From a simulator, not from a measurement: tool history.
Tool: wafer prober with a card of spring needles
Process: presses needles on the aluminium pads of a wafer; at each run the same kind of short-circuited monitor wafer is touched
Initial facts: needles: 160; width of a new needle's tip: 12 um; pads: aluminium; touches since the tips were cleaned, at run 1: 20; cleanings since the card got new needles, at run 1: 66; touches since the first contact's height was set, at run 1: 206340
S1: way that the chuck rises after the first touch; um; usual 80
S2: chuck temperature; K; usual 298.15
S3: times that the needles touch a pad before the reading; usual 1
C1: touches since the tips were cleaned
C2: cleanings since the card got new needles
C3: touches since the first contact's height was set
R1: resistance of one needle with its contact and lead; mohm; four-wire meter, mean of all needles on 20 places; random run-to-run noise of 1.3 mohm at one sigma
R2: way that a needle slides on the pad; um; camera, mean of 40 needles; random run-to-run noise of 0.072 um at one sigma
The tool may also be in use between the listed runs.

{"run": 1, "hour": 0.0, "S1": 80, "S2": 298.15, "S3": 1, "C1": 20, "C2": 66, "C3": 206340, "R1": 268, "R2": 16.97}
{"hour": 5.7, "done": "tips cleaned on abrasive film"}
{"hour": 6.0, "done": "height of the first contact set anew"}
{"hour": 11.6, "done": "tips cleaned on abrasive film"}
{"hour": 17.3, "done": "tips cleaned on abrasive film"}
{"hour": 22.9, "done": "tips cleaned on abrasive film"}
{"hour": 28.6, "done": "tips cleaned on abrasive film"}
{"hour": 35.6, "done": "tips cleaned on abrasive film"}
{"hour": 42.4, "done": "tips cleaned on abrasive film"}
{"run": 2, "hour": 42.4, "S1": 80, "S2": 298.15, "S3": 1, "C1": 0, "C2": 73, "C3": 19079, "R1": 269, "R2": 16.52}
{"hour": 49.5, "done": "tips cleaned on abrasive film"}
{"hour": 55.1, "done": "tips cleaned on abrasive film"}
{"hour": 60.8, "done": "tips cleaned on abrasive film"}
{"run": 3, "hour": 63.9, "S1": 80, "S2": 298.15, "S3": 1, "C1": 1651, "C2": 76, "C3": 30343, "R1": 275, "R2": 16.65}
{"hour": 66.8, "done": "tips cleaned on abrasive film"}
{"hour": 72.4, "done": "tips cleaned on abrasive film"}
{"hour": 79.5, "done": "tips cleaned on abrasive film"}
{"hour": 85.1, "done": "tips cleaned on abrasive film"}
{"hour": 90.8, "done": "tips cleaned on abrasive film"}
{"hour": 96.5, "done": "tips cleaned on abrasive film"}
{"hour": 102.1, "done": "tips cleaned on abrasive film"}
{"run": 4, "hour": 107.1, "S1": 80, "S2": 298.15, "S3": 1, "C1": 2646, "C2": 83, "C3": 52957, "R1": 276, "R2": 16.61}
{"hour": 108.6, "done": "tips cleaned on abrasive film"}
{"hour": 114.2, "done": "tips cleaned on abrasive film"}
{"hour": 119.9, "done": "tips cleaned on abrasive film"}
{"hour": 125.6, "done": "tips cleaned on abrasive film"}
{"hour": 132.6, "done": "tips cleaned on abrasive film"}
{"hour": 138.3, "done": "tips cleaned on abrasive film"}
{"run": 5, "hour": 140.7, "S1": 80, "S2": 298.15, "S3": 3, "C1": 1282, "C2": 89, "C3": 70507, "R1": 273, "R2": 16.49}
{"hour": 145.0, "done": "tips cleaned on abrasive film"}
{"hour": 150.6, "done": "tips cleaned on abrasive film"}
{"hour": 156.3, "done": "tips cleaned on abrasive film"}
{"hour": 161.9, "done": "tips cleaned on abrasive film"}
{"hour": 167.6, "done": "tips cleaned on abrasive film"}
{"hour": 174.6, "done": "tips cleaned on abrasive film"}
{"run": 6, "hour": 178.5, "S1": 80, "S2": 298.15, "S3": 3, "C1": 2056, "C2": 95, "C3": 90312, "R1": 273, "R2": 16.43}
{"hour": 181.4, "done": "tips cleaned on abrasive film"}
{"hour": 187.0, "done": "tips cleaned on abrasive film"}
{"hour": 192.7, "done": "tips cleaned on abrasive film"}
{"hour": 198.4, "done": "tips cleaned on abrasive film"}
{"hour": 204.0, "done": "tips cleaned on abrasive film"}
{"hour": 209.7, "done": "tips cleaned on abrasive film"}
{"run": 7, "hour": 214.6, "S1": 64, "S2": 358.15, "S3": 2, "C1": 2612, "C2": 101, "C3": 109194, "R1": 296, "R2": 12.61}
{"hour": 216.1, "done": "tips cleaned on abrasive film"}
{"hour": 221.7, "done": "tips cleaned on abrasive film"}
{"hour": 227.4, "done": "tips cleaned on abrasive film"}
{"hour": 234.5, "done": "tips cleaned on abrasive film"}
{"hour": 236.1, "done": "height of the first contact set anew, once more"}
{"hour": 240.4, "done": "tips cleaned on abrasive film"}
{"hour": 246.1, "done": "tips cleaned on abrasive film"}
{"hour": 251.7, "done": "tips cleaned on abrasive film"}
{"run": 8, "hour": 253.6, "S1": 98, "S2": 318.15, "S3": 2, "C1": 980, "C2": 108, "C3": 9114, "R1": 270, "R2": 21.89}
{"hour": 257.9, "done": "tips cleaned on abrasive film"}
{"hour": 263.5, "done": "tips cleaned on abrasive film"}
{"hour": 269.2, "done": "tips cleaned on abrasive film"}
{"hour": 274.8, "done": "tips cleaned on abrasive film"}
{"run": 9, "hour": 276.3, "S1": 98, "S2": 318.15, "S3": 2, "C1": 787, "C2": 112, "C3": 20996, "R1": 272, "R2": 21.91}
{"hour": 280.6, "done": "tips cleaned on abrasive film"}
{"hour": 286.2, "done": "tips cleaned on abrasive film"}
{"hour": 291.9, "done": "tips cleaned on abrasive film"}
{"hour": 297.6, "done": "tips cleaned on abrasive film"}
{"hour": 304.6, "done": "tips cleaned on abrasive film"}
{"run": 10, "hour": 305.3, "S1": 62, "S2": 298.15, "S3": 1, "C1": 358, "C2": 117, "C3": 36142, "R1": 274, "R2": 13.83}
{"hour": 310.9, "done": "tips cleaned on abrasive film"}
{"hour": 318.0, "done": "tips cleaned on abrasive film"}
{"hour": 323.7, "done": "tips cleaned on abrasive film"}
{"hour": 329.3, "done": "tips cleaned on abrasive film"}
{"hour": 335.0, "done": "tips cleaned on abrasive film"}
{"hour": 340.6, "done": "tips cleaned on abrasive film"}
{"run": 11, "hour": 344.8, "S1": 62, "S2": 298.15, "S3": 1, "C1": 2231, "C2": 123, "C3": 56861, "R1": 281, "R2": 13.6}

3 options for the next run, each taken on its own from the tool as it stands now. Forecast them:
{"hour": 346.3, "done": "tips cleaned on abrasive film"}
{"hour": 353.4, "done": "tips cleaned on abrasive film"}
{"hour": 359.1, "done": "tips cleaned on abrasive film"}
{"hour": 364.7, "done": "tips cleaned on abrasive film"}
{"hour": 370.4, "done": "tips cleaned on abrasive film"}
{"hour": 376.0, "done": "tips cleaned on abrasive film"}
{"run": "A", "hour": 377.6, "S1": 83, "S2": 298.15, "S3": 1, "C1": 820, "C2": 129, "C3": 73965, "R1": "?", "R2": "?"}
{"hour": 346.3, "done": "tips cleaned on abrasive film"}
{"hour": 353.4, "done": "tips cleaned on abrasive film"}
{"hour": 359.1, "done": "tips cleaned on abrasive film"}
{"hour": 364.7, "done": "tips cleaned on abrasive film"}
{"hour": 370.4, "done": "tips cleaned on abrasive film"}
{"hour": 376.0, "done": "tips cleaned on abrasive film"}
{"run": "B", "hour": 377.6, "S1": 62, "S2": 370.15, "S3": 1, "C1": 820, "C2": 129, "C3": 73965, "R1": "?", "R2": "?"}
{"hour": 346.3, "done": "tips cleaned on abrasive film"}
{"hour": 353.4, "done": "tips cleaned on abrasive film"}
{"hour": 359.1, "done": "tips cleaned on abrasive film"}
{"hour": 364.7, "done": "tips cleaned on abrasive film"}
{"hour": 370.4, "done": "tips cleaned on abrasive film"}
{"hour": 376.0, "done": "tips cleaned on abrasive film"}
{"run": "C", "hour": 377.6, "S1": 62, "S2": 342.15, "S3": 1, "C1": 820, "C2": 129, "C3": 73965, "R1": "?", "R2": "?"}

run=A R1=270 R2=18.23
run=B R1=297 R2=13.61
run=C R1=290 R2=13.65
With no hidden state in the tool, these same runs would have given:
run=A R1=265 R2=18.53
run=B R1=289 R2=13.91
run=C R1=281 R2=13.95
